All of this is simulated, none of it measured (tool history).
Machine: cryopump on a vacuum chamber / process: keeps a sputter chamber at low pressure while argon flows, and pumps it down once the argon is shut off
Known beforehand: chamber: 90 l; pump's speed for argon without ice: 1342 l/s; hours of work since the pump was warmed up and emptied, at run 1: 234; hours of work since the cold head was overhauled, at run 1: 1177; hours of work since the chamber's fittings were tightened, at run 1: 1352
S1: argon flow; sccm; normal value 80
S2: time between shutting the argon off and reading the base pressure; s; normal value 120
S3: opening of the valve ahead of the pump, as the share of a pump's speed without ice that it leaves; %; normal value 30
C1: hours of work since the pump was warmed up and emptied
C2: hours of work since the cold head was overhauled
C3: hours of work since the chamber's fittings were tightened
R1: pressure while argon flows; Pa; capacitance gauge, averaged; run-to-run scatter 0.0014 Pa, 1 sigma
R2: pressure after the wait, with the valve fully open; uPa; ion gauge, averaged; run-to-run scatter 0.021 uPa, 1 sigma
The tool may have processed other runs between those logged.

{"run": 1, "hour": 0.0, "S1": 80, "S2": 120, "S3": 30, "C1": 234, "C2": 1177, "C3": 1352, "R1": 0.3469, "R2": 3.03}
{"run": 2, "hour": 39.3, "S1": 158, "S2": 120, "S3": 30, "C1": 264, "C2": 1207, "C3": 1383, "R1": 0.6848, "R2": 3.18}
{"run": 3, "hour": 71.1, "S1": 158, "S2": 120, "S3": 30, "C1": 289, "C2": 1231, "C3": 1407, "R1": 0.6905, "R2": 3.13}
{"run": 4, "hour": 91.9, "S1": 158, "S2": 120, "S3": 30, "C1": 305, "C2": 1247, "C3": 1423, "R1": 0.6903, "R2": 3.25}
{"run": 5, "hour": 111.1, "S1": 80, "S2": 120, "S3": 41, "C1": 320, "C2": 1262, "C3": 1438, "R1": 0.2589, "R2": 3.36}
{"hour": 122.7, "done": "leaking fittings of the chamber tightened, without venting"}
{"run": 6, "hour": 139.9, "S1": 80, "S2": 120, "S3": 41, "C1": 340, "C2": 1283, "C3": 13, "R1": 0.26, "R2": 0.58}
{"run": 7, "hour": 175.0, "S1": 80, "S2": 120, "S3": 41, "C1": 367, "C2": 1310, "C3": 40, "R1": 0.2607, "R2": 0.63}
{"run": 8, "hour": 214.6, "S1": 80, "S2": 120, "S3": 30, "C1": 398, "C2": 1340, "C3": 71, "R1": 0.351, "R2": 0.69}
{"run": 9, "hour": 235.5, "S1": 80, "S2": 120, "S3": 30, "C1": 414, "C2": 1357, "C3": 87, "R1": 0.355, "R2": 0.69}
{"run": 10, "hour": 257.6, "S1": 80, "S2": 120, "S3": 30, "C1": 431, "C2": 1374, "C3": 104, "R1": 0.3542, "R2": 0.74}
{"run": 11, "hour": 299.8, "S1": 80, "S2": 107, "S3": 30, "C1": 464, "C2": 1406, "C3": 136, "R1": 0.3522, "R2": 0.82}
{"run": 12, "hour": 322.6, "S1": 80, "S2": 120, "S3": 30, "C1": 481, "C2": 1424, "C3": 154, "R1": 0.3584, "R2": 0.87}
{"run": 13, "hour": 343.2, "S1": 80, "S2": 120, "S3": 25, "C1": 497, "C2": 1440, "C3": 170, "R1": 0.4217, "R2": 0.93}
{"run": 14, "hour": 367.7, "S1": 89, "S2": 120, "S3": 25, "C1": 516, "C2": 1458, "C3": 189, "R1": 0.4699, "R2": 0.93}
{"run": 15, "hour": 407.0, "S1": 89, "S2": 120, "S3": 25, "C1": 546, "C2": 1489, "C3": 219, "R1": 0.4728, "R2": 1}
{"run": 16, "hour": 427.1, "S1": 44, "S2": 120, "S3": 25, "C1": 562, "C2": 1504, "C3": 235, "R1": 0.233, "R2": 1.04}
{"run": 17, "hour": 446.7, "S1": 44, "S2": 120, "S3": 25, "C1": 577, "C2": 1519, "C3": 250, "R1": 0.2341, "R2": 1.09}
{"run": 18, "hour": 476.7, "S1": 111, "S2": 234, "S3": 24, "C1": 600, "C2": 1542, "C3": 273, "R1": 0.6142, "R2": 1.08}
{"run": 19, "hour": 511.7, "S1": 111, "S2": 234, "S3": 24, "C1": 627, "C2": 1569, "C3": 300, "R1": 0.6207, "R2": 1.14}
{"run": 20, "hour": 537.6, "S1": 103, "S2": 49, "S3": 19, "C1": 647, "C2": 1589, "C3": 320, "R1": 0.7188, "R2": 1.62}
{"run": 21, "hour": 576.4, "S1": 80, "S2": 20, "S3": 30, "C1": 677, "C2": 1619, "C3": 350, "R1": 0.3612, "R2": 2.49}
{"run": 22, "hour": 593.9, "S1": 80, "S2": 20, "S3": 30, "C1": 690, "C2": 1633, "C3": 363, "R1": 0.3631, "R2": 2.57}
{"run": 23, "hour": 615.3, "S1": 48, "S2": 77, "S3": 30, "C1": 707, "C2": 1649, "C3": 379, "R1": 0.2202, "R2": 1.53}
{"run": 24, "hour": 633.5, "S1": 102, "S2": 93, "S3": 21, "C1": 721, "C2": 1663, "C3": 394, "R1": 0.6507, "R2": 1.49}
{"run": 25, "hour": 659.1, "S1": 54, "S2": 120, "S3": 30, "C1": 740, "C2": 1683, "C3": 413, "R1": 0.2494, "R2": 1.5}
{"run": 26, "hour": 701.4, "S1": 43, "S2": 199, "S3": 26, "C1": 773, "C2": 1715, "C3": 446, "R1": 0.2255, "R2": 1.51}
{"run": 27, "hour": 725.4, "S1": 43, "S2": 199, "S3": 26, "C1": 791, "C2": 1734, "C3": 464, "R1": 0.228, "R2": 1.57}
{"run": 28, "hour": 759.4, "S1": 43, "S2": 199, "S3": 26, "C1": 818, "C2": 1760, "C3": 490, "R1": 0.2265, "R2": 1.62}
{"run": 29, "hour": 796.4, "S1": 80, "S2": 81, "S3": 37, "C1": 846, "C2": 1789, "C3": 519, "R1": 0.3094, "R2": 1.94}
{"run": 30, "hour": 828.6, "S1": 80, "S2": 241, "S3": 18, "C1": 871, "C2": 1813, "C3": 544, "R1": 0.6011, "R2": 1.8}
{"run": 31, "hour": 852.7, "S1": 80, "S2": 241, "S3": 18, "C1": 890, "C2": 1832, "C3": 562, "R1": 0.5987, "R2": 1.86}
{"run": 32, "hour": 894.8, "S1": 103, "S2": 53, "S3": 31, "C1": 922, "C2": 1864, "C3": 595, "R1": 0.4726, "R2": 2.36}
{"hour": 924.2, "done": "pump warmed up, emptied and cooled again"}
{"run": 33, "hour": 926.6, "S1": 60, "S2": 28, "S3": 38, "C1": 2, "C2": 1885, "C3": 615, "R1": 0.199, "R2": 2.35}
{"run": 34, "hour": 965.3, "S1": 35, "S2": 120, "S3": 16, "C1": 32, "C2": 1915, "C3": 645, "R1": 0.2763, "R2": 1.68}

Branching from run 34: 3 alternative next runs. What would each branch give?
{"run": "A", "hour": 993.5, "S1": 143, "S2": 83, "S3": 30, "C1": 53, "C2": 1937, "C3": 667, "R1": "?", "R2": "?"}
{"run": "B", "hour": 993.5, "S1": 89, "S2": 182, "S3": 40, "C1": 53, "C2": 1937, "C3": 667, "R1": "?", "R2": "?"}
{"run": "C", "hour": 993.5, "S1": 101, "S2": 120, "S3": 18, "C1": 53, "C2": 1937, "C3": 667, "R1": "?", "R2": "?"}

run=A R1=0.6097 R2=1.84
run=B R1=0.2854 R2=1.59
run=C R1=0.7088 R2=1.7
Take away the tool's hidden state, keep each run's random variation, and the runs would have read:
run=A R1=0.6013 R2=0.58
run=B R1=0.2802 R2=0.35
run=C R1=0.7029 R2=0.44
